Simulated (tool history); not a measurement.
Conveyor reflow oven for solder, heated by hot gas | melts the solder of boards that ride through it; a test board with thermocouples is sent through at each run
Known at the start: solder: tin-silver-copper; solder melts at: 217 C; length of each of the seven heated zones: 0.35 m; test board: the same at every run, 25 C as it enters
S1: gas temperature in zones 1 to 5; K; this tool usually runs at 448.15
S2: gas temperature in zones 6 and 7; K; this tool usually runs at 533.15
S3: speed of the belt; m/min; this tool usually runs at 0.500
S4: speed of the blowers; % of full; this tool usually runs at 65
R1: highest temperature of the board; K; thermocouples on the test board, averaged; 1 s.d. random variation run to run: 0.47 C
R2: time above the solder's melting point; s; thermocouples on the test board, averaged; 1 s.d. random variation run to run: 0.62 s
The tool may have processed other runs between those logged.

run,hour,S1,S2,S3,S4,R1,R2
1,0.0,448.15,533.15,0.500,65,520.55,60.8
2,42.6,448.15,543.15,0.500,65,529.85,66.8
3,73.4,448.15,543.15,0.500,65,528.65,67.0
4,119.6,443.15,543.15,0.500,65,527.15,64.2
5,171.2,448.15,533.15,0.500,63,518.55,59.5
6,221.0,448.15,533.15,0.500,63,518.55,57.6
7,268.6,435.15,533.15,0.500,65,516.45,50.7
8,314.6,435.15,533.15,0.489,65,516.95,53.4
9,342.6,446.15,533.15,0.489,65,518.85,59.9
10,381.9,446.15,533.15,0.489,65,518.05,58.7
11,429.1,451.15,533.15,0.497,71,519.05,60.9
12,462.1,447.15,545.15,0.497,85,531.05,69.2
13,497.3,452.15,542.15,0.500,75,527.55,67.7
14,537.7,443.15,542.15,0.441,75,528.95,77.3
# hour 557.8: flux residue cleaned out of gas plates and filters
15,578.7,451.15,542.15,0.441,51,528.35,79.0
16,614.1,451.15,542.15,0.441,51,527.95,79.2

Some steps in R1, run to run, broken into two amounts with sign: the step expected even without the hidden condition (settings, incoming material, random variation), and the rest, left for the hidden condition together with whatever gauge scatter is not in both the measured and the hidden-condition-free result:
The hidden state here: heat that the gas passes to the board, % of a clean oven's; belt's true speed, % of the reading; true gas temperature in zones 6 and 7 over the reading, C; drift of the gauge itself on peak_c, C; drift of the gauge itself on liquid_s, %.
Run 11 -> 12: S1 451.15 -> 447.15, S2 533.15 -> 545.15, S4 71 -> 85. R1 +12.00 K: hidden state -0.80, all else +12.80.
Run 14 -> 15: S1 443.15 -> 451.15, S4 75 -> 51, flux residue cleaned out of gas plates and filters. R1 -0.60 K: hidden state +2.50, all else -3.10.

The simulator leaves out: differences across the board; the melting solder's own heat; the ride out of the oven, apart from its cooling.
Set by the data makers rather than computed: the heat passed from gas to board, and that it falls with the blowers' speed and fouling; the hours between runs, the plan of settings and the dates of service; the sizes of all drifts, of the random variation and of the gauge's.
